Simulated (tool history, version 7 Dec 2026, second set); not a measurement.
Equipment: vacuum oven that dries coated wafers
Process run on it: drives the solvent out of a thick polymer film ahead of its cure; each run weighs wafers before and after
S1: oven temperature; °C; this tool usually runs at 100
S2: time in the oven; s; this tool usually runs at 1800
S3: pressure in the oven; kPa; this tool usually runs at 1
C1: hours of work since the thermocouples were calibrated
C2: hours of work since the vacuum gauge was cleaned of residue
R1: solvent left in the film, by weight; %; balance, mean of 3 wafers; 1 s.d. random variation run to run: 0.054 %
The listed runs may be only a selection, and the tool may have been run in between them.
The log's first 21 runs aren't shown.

run 22 hour=1135.2 | S1=100 S2=1080 S3=1 | C1=949 C2=949 | R1=5.11
run 23 hour=1206.2 | S1=106 S2=1800 S3=2.51 | C1=1006 C2=1006 | R1=2.45
-- hour=1238.4 vacuum gauge cleaned of residue and calibrated
run 24 hour=1258.9 | S1=106 S2=1800 S3=2.51 | C1=1046 C2=16 | R1=2.46
-- hour=1285.8 oven's thermocouples calibrated
run 25 hour=1336.7 | S1=100 S2=1260 S3=1.93 | C1=40 C2=77 | R1=4.67
run 26 hour=1395 | S1=94 S2=1440 S3=1.75 | C1=87 C2=123 | R1=5.33
run 27 hour=1428 | S1=108 S2=1200 S3=0.99 | C1=113 C2=149 | R1=3.15
run 28 hour=1466.4 | S1=89 S2=1500 S3=1 | C1=143 C2=180 | R1=5.7
run 29 hour=1524.7 | S1=89 S2=1500 S3=1 | C1=190 C2=226 | R1=5.78
run 30 hour=1592.1 | S1=100 S2=1800 S3=0.64 | C1=243 C2=279 | R1=2.59
run 31 hour=1649.6 | S1=100 S2=1800 S3=0.64 | C1=289 C2=325 | R1=2.63
run 32 hour=1695.4 | S1=109 S2=1500 S3=1 | C1=325 C2=361 | R1=2.08
run 33 hour=1757.3 | S1=109 S2=2160 S3=0.57 | C1=375 C2=411 | R1=0.9
run 34 hour=1808.3 | S1=100 S2=2160 S3=1 | C1=415 C2=451 | R1=2.16
run 35 hour=1858.6 | S1=100 S2=1020 S3=1 | C1=455 C2=491 | R1=5.41
run 36 hour=1901.4 | S1=100 S2=1020 S3=1 | C1=489 C2=525 | R1=5.4
run 37 hour=1963.3 | S1=95 S2=1080 S3=1.01 | C1=538 C2=574 | R1=6.15
run 38 hour=2026.4 | S1=95 S2=1080 S3=1.01 | C1=588 C2=624 | R1=6.08
run 39 hour=2103.8 | S1=88 S2=1080 S3=3.9 | C1=650 C2=686 | R1=9.05
run 40 hour=2159.4 | S1=88 S2=1020 S3=3.58 | C1=694 C2=730 | R1=9.07
run 41 hour=2224.1 | S1=85 S2=1800 S3=1.56 | C1=745 C2=781 | R1=6.16

Predict the results of run 42:
run 42 hour=2269.1 | S1=100 S2=2880 S3=1 | C1=781 C2=817 | R1=?

{"run 42": {"R1": 1.37}}
Minus the tool's unlogged condition, the same run would have read R1 1.34 %.

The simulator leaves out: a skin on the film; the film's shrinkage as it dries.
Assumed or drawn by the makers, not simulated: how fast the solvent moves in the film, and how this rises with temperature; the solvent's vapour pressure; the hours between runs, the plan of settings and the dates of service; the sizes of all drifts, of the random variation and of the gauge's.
